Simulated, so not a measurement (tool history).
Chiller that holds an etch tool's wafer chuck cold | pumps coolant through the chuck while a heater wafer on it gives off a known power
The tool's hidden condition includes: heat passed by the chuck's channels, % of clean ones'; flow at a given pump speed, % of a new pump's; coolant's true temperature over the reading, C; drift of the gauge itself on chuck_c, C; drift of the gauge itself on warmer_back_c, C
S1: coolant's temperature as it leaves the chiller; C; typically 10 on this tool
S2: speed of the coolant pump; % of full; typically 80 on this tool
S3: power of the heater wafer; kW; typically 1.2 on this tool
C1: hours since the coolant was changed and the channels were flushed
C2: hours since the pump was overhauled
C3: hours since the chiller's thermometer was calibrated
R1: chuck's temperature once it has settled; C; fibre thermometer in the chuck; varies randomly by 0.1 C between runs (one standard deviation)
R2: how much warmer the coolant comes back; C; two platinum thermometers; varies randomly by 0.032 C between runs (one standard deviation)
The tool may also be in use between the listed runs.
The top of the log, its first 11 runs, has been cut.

{"run": 12, "hour": 276.8, "S1": 10, "S2": 80, "S3": 0.807, "C1": 6927, "C2": 1044, "C3": 37, "R1": 17.8, "R2": 2.24}
{"run": 13, "hour": 304.8, "S1": 10, "S2": 80, "S3": 0.807, "C1": 6955, "C2": 1072, "C3": 65, "R1": 18.1, "R2": 2.23}
{"run": 14, "hour": 334.0, "S1": 10, "S2": 80, "S3": 0.807, "C1": 6984, "C2": 1101, "C3": 94, "R1": 17.8, "R2": 2.17}
{"run": 15, "hour": 355.2, "S1": 10, "S2": 80, "S3": 0.807, "C1": 7005, "C2": 1123, "C3": 115, "R1": 17.9, "R2": 2.27}
{"run": 16, "hour": 378.2, "S1": 10, "S2": 80, "S3": 0.807, "C1": 7028, "C2": 1146, "C3": 138, "R1": 17.9, "R2": 2.23}
{"run": 17, "hour": 408.2, "S1": 17, "S2": 80, "S3": 1.2, "C1": 7058, "C2": 1176, "C3": 168, "R1": 28.7, "R2": 3.28}
{"run": 18, "hour": 435.5, "S1": 6, "S2": 80, "S3": 1.091, "C1": 7085, "C2": 1203, "C3": 195, "R1": 16.6, "R2": 3.03}
{"run": 19, "hour": 466.2, "S1": 6, "S2": 80, "S3": 1.091, "C1": 7116, "C2": 1234, "C3": 226, "R1": 16.6, "R2": 3.03}
{"run": 20, "hour": 479.5, "S1": 10, "S2": 89, "S3": 1.2, "C1": 7129, "C2": 1247, "C3": 239, "R1": 20.9, "R2": 2.98}
{"run": 21, "hour": 498.1, "S1": 10, "S2": 71, "S3": 0.696, "C1": 7148, "C2": 1266, "C3": 258, "R1": 17.5, "R2": 2.15}
{"run": 22, "hour": 528.1, "S1": 20, "S2": 78, "S3": 0.96, "C1": 7178, "C2": 1296, "C3": 288, "R1": 29.6, "R2": 2.71}
{"run": 23, "hour": 552.9, "S1": 20, "S2": 78, "S3": 0.96, "C1": 7203, "C2": 1320, "C3": 313, "R1": 29.8, "R2": 2.73}
{"run": 24, "hour": 567.7, "S1": 6, "S2": 89, "S3": 0.662, "C1": 7218, "C2": 1335, "C3": 328, "R1": 12.3, "R2": 1.62}
{"run": 25, "hour": 593.5, "S1": 6, "S2": 89, "S3": 0.662, "C1": 7243, "C2": 1361, "C3": 353, "R1": 12.1, "R2": 1.66}
{"hour": 617.2, "done": "coolant changed, channels flushed"}
{"run": 26, "hour": 629.0, "S1": 14, "S2": 80, "S3": 0.73, "C1": 12, "C2": 1390, "C3": 383, "R1": 20.2, "R2": 2.01}
{"run": 27, "hour": 646.9, "S1": 14, "S2": 80, "S3": 0.73, "C1": 30, "C2": 1408, "C3": 401, "R1": 20.4, "R2": 1.98}
{"run": 28, "hour": 664.8, "S1": 19, "S2": 92, "S3": 0.987, "C1": 48, "C2": 1426, "C3": 419, "R1": 26.3, "R2": 2.41}
{"run": 29, "hour": 694.8, "S1": 19, "S2": 65, "S3": 1.635, "C1": 78, "C2": 1456, "C3": 449, "R1": 35.3, "R2": 5.59}
{"run": 30, "hour": 714.2, "S1": 19, "S2": 65, "S3": 1.635, "C1": 97, "C2": 1476, "C3": 468, "R1": 35.2, "R2": 5.58}
{"run": 31, "hour": 729.9, "S1": 19, "S2": 74, "S3": 1.2, "C1": 113, "C2": 1491, "C3": 484, "R1": 29.8, "R2": 3.65}

Consider 4 possible next runs. They are alternatives, not a sequence: every one starts from the tool as it was left by run 31. What does each give?
{"run": "A", "hour": 747.8, "S1": 19, "S2": 74, "S3": 0.759, "C1": 131, "C2": 1509, "C3": 502, "R1": "?", "R2": "?"}
{"run": "B", "hour": 747.8, "S1": 19, "S2": 79, "S3": 1.2, "C1": 131, "C2": 1509, "C3": 502, "R1": "?", "R2": "?"}
{"run": "C", "hour": 747.8, "S1": 20, "S2": 69, "S3": 1.366, "C1": 131, "C2": 1509, "C3": 502, "R1": "?", "R2": "?"}
{"run": "D", "hour": 747.8, "S1": 5, "S2": 80, "S3": 1.034, "C1": 131, "C2": 1509, "C3": 502, "R1": "?", "R2": "?"}

run=A R1=25.9 R2=2.29
run=B R1=29.4 R2=3.31
run=C R1=32.8 R2=4.33
run=D R1=13.7 R2=2.88
With the hidden condition removed and each run's random variation left untouched, the same runs would have given:
run=A R1=25.7 R2=2.25
run=B R1=29.2 R2=3.25
run=C R1=32.5 R2=4.25
run=D R1=13.5 R2=2.83
